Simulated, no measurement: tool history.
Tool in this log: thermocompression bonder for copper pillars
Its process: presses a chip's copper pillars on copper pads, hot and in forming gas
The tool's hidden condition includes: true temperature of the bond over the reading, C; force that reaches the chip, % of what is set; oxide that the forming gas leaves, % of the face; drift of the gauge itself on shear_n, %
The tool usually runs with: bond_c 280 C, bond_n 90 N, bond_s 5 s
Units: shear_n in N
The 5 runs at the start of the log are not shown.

run	hour	bond_c	bond_n	bond_s	hours of work since the heater was calibrated	hours of work since the force cell was calibrated	hours of work since the gas filter was changed	shear_n
6	341.8	280	90	10	1108	799	236	54.6
# hour 386.7: forming gas filter changed
7	431.1	280	90	10	1157	847	24	55.3
8	512.4	280	90	9	1201	891	68	53.1
9	565.6	280	90	9	1230	920	97	53.6
10	649.5	280	61	5	1275	966	143	35
11	690.6	280	86	5	1298	988	165	43.5
# hour 708.5: force cell calibrated
12	777.2	287	90	5	1344	37	212	47.3
13	860.7	280	90	4	1389	83	257	40.9
# hour 865.3: forming gas filter changed
14	915.7	261	90	5	1419	112	27	34.9
15	1007.4	270	90	5	1469	162	77	39.8
16	1064.9	280	90	5	1500	194	109	45.3
17	1106.5	280	90	5	1523	216	131	45.1
18	1200.4	280	90	5	1574	267	182	45.4
19	1258.1	280	90	5	1605	299	214	45.1
# hour 1346: forming gas filter changed
20	1346.5	280	90	6	1653	346	0	49.5
# hour 1372: heater calibrated with a thermocouple chip
21	1420.9	277	97	5	27	386	40	39.5
22	1479.7	277	97	5	59	418	72	40.2
23	1575.2	255	90	3	110	470	123	22.4

For run 24, what comes out?
24	1662.6	255	107	3	158	517	171	?

Run 24 gave shear_n 25.3 N.
Without the tool's hidden state the same run would have given shear_n 24.7 N.
